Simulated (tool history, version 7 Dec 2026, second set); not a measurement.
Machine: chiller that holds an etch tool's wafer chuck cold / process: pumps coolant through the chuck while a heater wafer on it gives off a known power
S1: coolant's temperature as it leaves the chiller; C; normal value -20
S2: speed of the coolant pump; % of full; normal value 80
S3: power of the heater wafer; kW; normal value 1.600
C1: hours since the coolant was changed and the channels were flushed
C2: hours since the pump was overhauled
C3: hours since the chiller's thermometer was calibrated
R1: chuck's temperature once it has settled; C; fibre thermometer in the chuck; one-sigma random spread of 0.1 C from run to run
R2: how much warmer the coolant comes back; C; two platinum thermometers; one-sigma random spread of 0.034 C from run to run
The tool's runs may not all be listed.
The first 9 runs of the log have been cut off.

run,hour,S1,S2,S3,C1,C2,C3,R1,R2
10,179.5,-25,80,1.600,711,1411,1212,-9.2,5.45
11,199.6,-25,80,1.600,731,1431,1232,-9.0,5.43
12,222.5,-25,80,1.184,754,1454,1255,-13.2,4.04
13,240.1,-25,80,1.184,772,1472,1273,-13.3,4.08
14,259.6,-20,94,1.600,791,1491,1292,-6.1,4.61
15,279.5,-20,94,1.600,811,1511,1312,-6.2,4.58
16,302.6,-20,80,2.200,834,1534,1335,1.9,7.45
17,318.2,-20,89,2.200,850,1550,1351,0.0,6.66
18,334.6,-22,80,2.074,866,1566,1367,-1.2,7.08
19,353.1,-16,65,1.043,885,1585,1386,-3.4,4.41
20,384.8,-16,65,1.043,916,1616,1417,-3.6,4.44
21,400.9,-12,100,1.043,932,1632,1434,-3.1,2.79
22,422.7,-27,61,0.824,954,1654,1455,-16.7,3.77
23,437.2,-24,62,0.824,969,1669,1470,-13.5,3.64
24,458.3,-24,62,0.824,990,1690,1491,-13.5,3.67
25,486.1,-24,62,0.824,1018,1718,1519,-13.6,3.74
26,508.8,-19,97,1.063,1040,1740,1541,-10.0,2.92
27,532.6,-13,83,1.076,1064,1764,1565,-2.6,3.53
28,546.5,-28,68,0.812,1078,1778,1579,-18.6,3.31
29,576.1,-11,87,0.871,1108,1808,1609,-2.9,2.72
30,605.4,-11,87,0.871,1137,1837,1638,-2.8,2.69
31,628.1,-21,70,0.871,1160,1860,1661,-11.1,3.45

Each row is a separate what-if for the run after 31, all from the same tool condition, not one after another. Results?
A,645.1,-25,97,1.720,1177,1877,1678,?,?
B,645.1,-21,97,0.871,1177,1877,1678,?,?
C,645.1,-11,70,1.478,1177,1877,1678,?,?

run,R1,R2
A,-10.3,4.76
B,-13.6,2.45
C,5.6,5.78
Without the tool's hidden state the same runs would have given:
run,R1,R2
A,-10.3,4.76
B,-13.6,2.45
C,5.6,5.77

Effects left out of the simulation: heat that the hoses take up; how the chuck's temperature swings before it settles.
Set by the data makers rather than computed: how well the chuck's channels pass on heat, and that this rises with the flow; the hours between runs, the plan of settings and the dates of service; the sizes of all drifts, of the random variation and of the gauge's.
